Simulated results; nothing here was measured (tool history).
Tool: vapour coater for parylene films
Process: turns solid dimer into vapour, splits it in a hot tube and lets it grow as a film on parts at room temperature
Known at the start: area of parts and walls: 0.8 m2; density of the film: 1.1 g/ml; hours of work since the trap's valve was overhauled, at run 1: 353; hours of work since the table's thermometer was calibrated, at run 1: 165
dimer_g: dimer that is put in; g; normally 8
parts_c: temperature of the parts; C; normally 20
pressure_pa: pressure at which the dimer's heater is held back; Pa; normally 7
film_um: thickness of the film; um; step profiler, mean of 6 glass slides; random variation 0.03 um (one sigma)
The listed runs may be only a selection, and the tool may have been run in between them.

| run | day | dimer_g | parts_c | pressure_pa | hours of work since the trap's valve was overhauled | hours of work since the table's thermometer was calibrated | film_um |
|---|---|---|---|---|---|---|---|
| 1 | 0 | 8 | 20 | 7 | 353 | 165 | 4.07 |
| 2 | 1.667 | 8 | 20 | 7 | 377 | 189 | 4.11 |
| 3 | 3.883 | 8 | 20 | 10.84 | 409 | 221 | 3.73 |
| 4 | 5.612 | 8 | 20 | 10.84 | 434 | 246 | 3.74 |
| 5 | 7.675 | 8 | 20 | 10.84 | 464 | 276 | 3.69 |
|  | 8.2 | trap's valve overhauled |
| 6 | 10.108 | 8 | 20 | 10.84 | 27 | 309 | 3.88 |
| 7 | 11.946 | 8 | 20 | 7 | 54 | 335 | 4.23 |
| 8 | 13.042 | 8 | 20 | 7 | 70 | 351 | 4.18 |
| 9 | 15.167 | 8 | 20 | 7 | 100 | 382 | 4.19 |
| 10 | 17.442 | 8 | 12 | 7 | 133 | 415 | 4.82 |
| 11 | 18.712 | 8 | 20 | 7 | 152 | 433 | 4.16 |
| 12 | 21.008 | 8 | 20 | 7 | 185 | 466 | 4.13 |
| 13 | 23.1 | 8 | 20 | 7 | 215 | 496 | 4.08 |
| 14 | 24.738 | 8 | 20 | 2.44 | 238 | 520 | 5.04 |
| 15 | 27.133 | 8 | 20 | 2.44 | 273 | 554 | 5.01 |
| 16 | 29.55 | 8 | 20 | 2.44 | 308 | 589 | 5.07 |
| 17 | 31.121 | 8 | 20 | 2.44 | 331 | 612 | 5 |
| 18 | 33.071 | 5 | 20 | 7 | 359 | 640 | 2.53 |
| 19 | 35.508 | 8 | 20 | 7 | 394 | 675 | 4.01 |
| 20 | 37.333 | 8 | 20 | 7 | 420 | 701 | 3.96 |
| 21 | 38.342 | 8 | 12 | 7 | 435 | 716 | 4.65 |
| 22 | 40.383 | 5 | 20 | 7 | 464 | 745 | 2.5 |
|  | 40.879 | trap's valve overhauled |
| 23 | 42.325 | 5 | 20 | 7 | 21 | 771 | 2.59 |
| 24 | 44.679 | 5 | 20 | 7 | 55 | 805 | 2.6 |
| 25 | 46.108 | 8 | 17 | 3.22 | 75 | 826 | 5.14 |
| 26 | 47.471 | 8 | 17 | 5.79 | 95 | 845 | 4.62 |
| 27 | 49.562 | 8 | 17 | 5.79 | 125 | 875 | 4.48 |
| 28 | 51.6 | 8 | 17 | 5.79 | 155 | 905 | 4.57 |
| 29 | 53.062 | 3 | 20 | 7 | 176 | 926 | 1.55 |
| 30 | 54.921 | 3 | 16 | 7.49 | 203 | 953 | 1.63 |
| 31 | 56.442 | 3 | 26 | 7.49 | 224 | 975 | 1.33 |
| 32 | 58 | 3 | 26 | 7.49 | 247 | 997 | 1.34 |
| 33 | 59.688 | 3 | 26 | 7.49 | 271 | 1021 | 1.35 |
| 34 | 61.312 | 3 | 26 | 7.49 | 295 | 1045 | 1.36 |
| 35 | 62.825 | 3 | 26 | 7.49 | 317 | 1067 | 1.36 |
| 36 | 64.325 | 3 | 26 | 5.26 | 338 | 1088 | 1.42 |
| 37 | 66.312 | 4 | 26 | 2.5 | 367 | 1117 | 2.2 |
| 38 | 68.608 | 3 | 20 | 2.48 | 400 | 1150 | 1.87 |
| 39 | 70.242 | 6 | 31 | 4.36 | 423 | 1174 | 2.74 |
| 40 | 72.458 | 11 | 28 | 4.99 | 455 | 1206 | 5.12 |
|  | 73.558 | trap's valve overhauled |
| 41 | 73.996 | 4 | 17 | 2.92 | 6 | 1225 | 2.61 |
| 42 | 75.854 | 4 | 30 | 2.21 | 33 | 1252 | 2.18 |
| 43 | 77.35 | 9 | 30 | 11.94 | 55 | 1274 | 3.49 |
| 44 | 79.462 | 4 | 22 | 7.81 | 85 | 1304 | 1.97 |
| 45 | 80.912 | 8 | 18 | 6.18 | 106 | 1325 | 4.35 |
| 46 | 82.133 | 14 | 18 | 6.18 | 124 | 1343 | 7.62 |
| 47 | 83.154 | 6 | 20 | 3.65 | 138 | 1357 | 3.55 |
| 48 | 84.908 | 6 | 20 | 3.65 | 164 | 1383 | 3.54 |

A few steps of film_um between consecutive runs. Split each: what settings, incoming material and random variation would produce without the hidden state, and what is left over for the hidden state, along with gauge scatter present in only one of the two compared results (measured, and without hidden state):
Hidden conditions of the tool in this case: vapour lost through the trap's worn valve, %; true temperature of the parts over the reading, C; drift of the gauge itself on film_um, %.
Run 5 -> 6: trap's valve overhauled. film_um +0.19 um: hidden state +0.16, all else +0.03.
Run 28 -> 29: dimer_g 8 -> 3, parts_c 17 -> 20, pressure_pa 5.79 -> 7. film_um -3.02 um: hidden state +0.07, all else -3.09.
Run 39 -> 40: dimer_g 6 -> 11, parts_c 31 -> 28, pressure_pa 4.36 -> 4.99. film_um +2.38 um: hidden state -0.18, all else +2.56.
Run 40 -> 41: dimer_g 11 -> 4, parts_c 28 -> 17, pressure_pa 4.99 -> 2.92, trap's valve overhauled. film_um -2.51 um: hidden state +0.29, all else -2.8.
Run 45 -> 46: dimer_g 8 -> 14. film_um +3.27 um: hidden state -0.12, all else +3.39.
Run 46 -> 47: dimer_g 14 -> 6, parts_c 18 -> 20, pressure_pa 6.18 -> 3.65. film_um -4.07 um: hidden state +0.13, all else -4.2.
